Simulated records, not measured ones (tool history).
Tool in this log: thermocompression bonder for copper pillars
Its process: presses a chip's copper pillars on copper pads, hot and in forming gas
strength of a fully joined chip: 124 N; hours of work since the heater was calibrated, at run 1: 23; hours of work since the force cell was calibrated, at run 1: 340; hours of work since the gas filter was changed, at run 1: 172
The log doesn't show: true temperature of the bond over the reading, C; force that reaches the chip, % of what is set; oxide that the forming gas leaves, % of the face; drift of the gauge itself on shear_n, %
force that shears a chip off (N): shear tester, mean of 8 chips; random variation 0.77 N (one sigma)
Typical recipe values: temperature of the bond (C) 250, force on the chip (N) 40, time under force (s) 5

run	hour	temperature of the bond (C)	force on the chip (N)	time under force (s)	hours of work since the heater was calibrated	hours of work since the force cell was calibrated	hours of work since the gas filter was changed	force that shears a chip off (N)
1	0.0	250	40	5	23	340	172	74.8
2	20.4	250	40	5	33	350	182	75.6
3	44.5	250	40	5	45	361	194	75.6
4	67.0	250	40	5	56	372	205	74.8
5	82.4	250	40	3	64	380	212	64.4
6	103.4	250	40	3	74	390	223	62.7
7	118.3	250	40	3	81	397	230	63.9
8	132.4	250	40	3	88	404	237	62.5
9	160.3	250	40	3	102	418	250	63.0
10	185.1	250	40	5	114	430	263	72.9
11	209.5	250	40	5	126	442	274	74.3
12	233.2	245	40	5	137	454	286	68.6
13	248.8	250	40	5	145	461	294	73.9
14	268.9	250	40	5	155	471	303	73.2
15	295.7	250	40	5	168	484	317	72.0
16	324.0	250	40	5	181	498	330	71.9
17	348.0	250	40	5	193	510	342	71.7
18	374.6	250	56	5	206	522	355	86.4
19	398.4	250	24	5	218	534	367	48.4
20	412.4	250	24	5	225	541	373	48.3
21	426.5	246	47	12	231	548	380	92.6
# hour 430.3: heater calibrated with a thermocouple chip
22	450.0	221	47	7	10	558	391	53.8
23	471.0	221	47	7	20	568	401	53.2
# hour 486.4: forming gas filter changed
24	494.8	249	52	6	31	580	4	89.7
25	517.8	250	34	5	42	591	15	64.9
26	530.9	250	40	3	49	598	22	61.1
27	542.8	258	54	12	55	603	28	110.5
28	556.9	277	40	5	61	610	34	99.1
29	575.6	250	48	6	71	619	44	87.2
# hour 582.1: heater calibrated with a thermocouple chip, once more
30	599.4	250	48	6	8	630	54	91.8
31	616.4	267	28	3	17	638	62	67.1
32	638.7	267	39	4	28	649	73	89.1
33	653.7	256	33	9	35	656	81	88.0
34	667.8	254	26	9	42	663	88	74.3
35	688.5	227	55	8	52	673	98	79.4
36	704.9	229	39	14	60	681	106	76.8
37	720.9	229	39	14	68	689	113	75.4
38	739.4	232	38	3	77	698	122	46.0
39	758.1	240	27	12	86	707	132	66.7
40	785.0	225	27	12	99	720	145	51.7

Branching from run 40: 4 alternative next runs. What would each branch give?
A	803.8	263	29	12	108	730	154	?
B	803.8	250	33	5	108	730	154	?
C	803.8	267	32	11	108	730	154	?
D	803.8	245	27	12	108	730	154	?

run	force that shears a chip off (N)
A	93.4
B	66.5
C	99.1
D	71.2
What these runs would have given with no unlogged condition in the tool:
run	force that shears a chip off (N)
A	98.9
B	71.6
C	104.6
D	76.5
